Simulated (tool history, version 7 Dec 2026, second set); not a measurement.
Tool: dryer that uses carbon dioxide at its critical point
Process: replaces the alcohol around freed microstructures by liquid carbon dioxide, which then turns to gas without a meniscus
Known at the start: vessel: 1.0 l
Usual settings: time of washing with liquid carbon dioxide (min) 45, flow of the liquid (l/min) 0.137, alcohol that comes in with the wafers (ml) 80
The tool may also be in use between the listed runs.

run   hour  time of washing with liquid carbon dioxide (min)  flow of the liquid (l/min)  alcohol that comes in with the wafers (ml)  alcohol left in the vessel before it's heated (ppm by volume)
  1      0                                                45                       0.137                                          80                                                            419
  2   10.1                                                45                       0.137                                          80                                                            418
  3     19                                                45                       0.137                                          80                                                            438
  4   33.2                                                45                       0.114                                          80                                                            926
  5   50.3                                                45                       0.137                                          80                                                            476
  6   70.9                                                45                       0.137                                          80                                                            494
  7   80.5                                                45                       0.137                                          80                                                            479
  8  101.2                                                45                       0.137                                          80                                                            526
  9  121.5                                                45                       0.137                                          80                                                            522
 10  136.2                                                45                       0.137                                         116                                                            743
 11  153.9                                                46                       0.147                                          40                                                            271
       166  -- inlet filter changed
 12    173                                                45                       0.137                                          50                                                            285
 13  188.7                                                45                       0.137                                          50                                                            308
 14  209.1                                                45                       0.137                                          50                                                            317

Forecast each of these 4 alternatives for the next run:
  A  226.6                                                45                       0.205                                          42                                                              ?
  B  226.6                                                53                       0.228                                          67                                                              ?
  C  226.6                                                45                       0.088                                          50                                                              ?
  D  226.6                                                45                       0.114                                          50                                                              ?

run  alcohol left in the vessel before it's heated (ppm by volume)
  A                                                            175
  B                                                            170
  C                                                           1360
  D                                                            589
Without the tool's hidden state the same runs would have given:
run  alcohol left in the vessel before it's heated (ppm by volume)
  A                                                             13
  B                                                              9
  C                                                           1095
  D                                                            378
